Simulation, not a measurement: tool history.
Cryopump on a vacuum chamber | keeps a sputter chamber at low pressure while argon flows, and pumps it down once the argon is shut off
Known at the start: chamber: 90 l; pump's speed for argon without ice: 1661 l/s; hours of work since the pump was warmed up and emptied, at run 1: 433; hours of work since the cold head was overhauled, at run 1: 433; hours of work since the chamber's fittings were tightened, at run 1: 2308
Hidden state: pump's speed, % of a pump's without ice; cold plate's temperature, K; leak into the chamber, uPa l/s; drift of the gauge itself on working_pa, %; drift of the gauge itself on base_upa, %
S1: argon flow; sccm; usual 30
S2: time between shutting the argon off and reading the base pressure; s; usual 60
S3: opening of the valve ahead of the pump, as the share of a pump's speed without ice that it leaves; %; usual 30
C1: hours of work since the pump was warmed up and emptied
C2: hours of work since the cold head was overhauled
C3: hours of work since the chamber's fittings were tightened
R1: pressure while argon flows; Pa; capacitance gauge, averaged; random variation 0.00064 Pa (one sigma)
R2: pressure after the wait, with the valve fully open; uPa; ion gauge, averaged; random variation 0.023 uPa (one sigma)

| run | hour | S1 | S2 | S3 | C1 | C2 | C3 | R1 | R2 |
|---|---|---|---|---|---|---|---|---|---|
| 1 | 0.0 | 30 | 60 | 30 | 433 | 433 | 2308 | 0.1063 | 2.57 |
| 2 | 39.1 | 30 | 60 | 30 | 460 | 460 | 2334 | 0.1088 | 2.62 |
| 3 | 120.6 | 30 | 60 | 30 | 515 | 515 | 2390 | 0.1076 | 2.69 |
| 4 | 168.4 | 30 | 60 | 30 | 547 | 547 | 2422 | 0.1080 | 2.77 |
| 5 | 217.0 | 30 | 60 | 52 | 580 | 580 | 2455 | 0.0658 | 2.74 |
| 6 | 311.0 | 30 | 60 | 52 | 644 | 644 | 2518 | 0.0663 | 2.95 |
| 7 | 374.2 | 30 | 60 | 52 | 687 | 687 | 2561 | 0.0669 | 2.98 |
| 8 | 432.8 | 30 | 60 | 41 | 726 | 726 | 2601 | 0.0848 | 3.11 |
| 9 | 517.2 | 30 | 60 | 41 | 783 | 783 | 2658 | 0.0840 | 3.05 |
| 10 | 612.2 | 30 | 60 | 30 | 848 | 848 | 2722 | 0.1123 | 3.29 |
| 11 | 686.3 | 30 | 260 | 30 | 898 | 898 | 2772 | 0.1135 | 2.86 |
| 12 | 749.5 | 18 | 60 | 30 | 941 | 941 | 2815 | 0.0680 | 3.37 |
|  | 774.6 | leaking fittings of the chamber tightened, without venting |
| 13 | 799.7 | 18 | 60 | 30 | 973 | 973 | 17 | 0.0690 | 0.90 |
| 14 | 870.8 | 18 | 37 | 30 | 1021 | 1021 | 65 | 0.0682 | 1.25 |
| 15 | 923.8 | 18 | 37 | 30 | 1057 | 1057 | 101 | 0.0705 | 1.33 |
|  | 996.4 | pump warmed up, emptied and cooled again |
| 16 | 1021.8 | 17 | 21 | 26 | 17 | 1120 | 164 | 0.0677 | 1.96 |
| 17 | 1088.7 | 17 | 21 | 26 | 62 | 1165 | 209 | 0.0672 | 1.99 |

Forecast run 18:
| 18 | 1158.2 | 59 | 23 | 58 | 110 | 1212 | 256 | ? | ? |

{"run 18": {"R1": 0.1062, "R2": 1.87}}
Without the tool's hidden state the same run would have given R1 0.1031 Pa, R2 1.69 uPa.
